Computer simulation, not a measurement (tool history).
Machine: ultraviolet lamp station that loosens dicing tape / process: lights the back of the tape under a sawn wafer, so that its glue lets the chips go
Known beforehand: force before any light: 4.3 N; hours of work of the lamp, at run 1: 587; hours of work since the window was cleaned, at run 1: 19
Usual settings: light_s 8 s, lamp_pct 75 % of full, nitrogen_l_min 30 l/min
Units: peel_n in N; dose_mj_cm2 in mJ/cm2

run   hour  light_s  lamp_pct  nitrogen_l_min  hours of work of the lamp  hours of work since the window was cleaned  peel_n  dose_mj_cm2
  1      0        8        75              30                        587                                          19   0.389          330
  2   58.8        8        75              30                        613                                          44   0.408          323
  3  120.8        8        75              30                        640                                          71   0.404          315
  4  191.3        8        75              30                        671                                         102   0.422          315
  5  253.8        8        75              30                        698                                         129   0.439          309
  6  325.2        8        75              30                        729                                         160   0.447          296
  7  372.3        8        75              30                        750                                         181   0.464          298
     422.2  -- window cleaned of glue's vapour
  8  436.4        8        63              37                        777                                           6   0.578          236
  9    501        8        82              31                        806                                          34   0.442          298
 10  534.7        8        82              31                        820                                          49   0.459          296
 11  582.3       11        73              30                        841                                          70   0.363          359
     590.7  -- window cleaned of glue's vapour, once more
 12    621       11        73              30                        858                                          13   0.287          417
 13  685.9        7        96              30                        886                                          42   0.382          337

Measured result minus the same run's result without the hidden state. Both carry the same run-to-run variation, though not necessarily the same gauge scatter:
Hidden state at play: lamp's light, % of a new lamp's; light that the window lets through, % of a clean one's; drift of the gauge itself on peel_n, %; drift of the gauge itself on dose_mj_cm2, %.
run  peel_n  dose_mj_cm2
  1  +0.059          -44
  2  +0.069          -50
  3   +0.08          -55
  4  +0.093          -61
  5  +0.105          -67
  6  +0.114          -72
  7  +0.127          -77
  8  +0.205          -81
  9  +0.151         -112
 10  +0.159         -114
 11  +0.103         -146
 12   +0.04          -81
 13  +0.081          -74
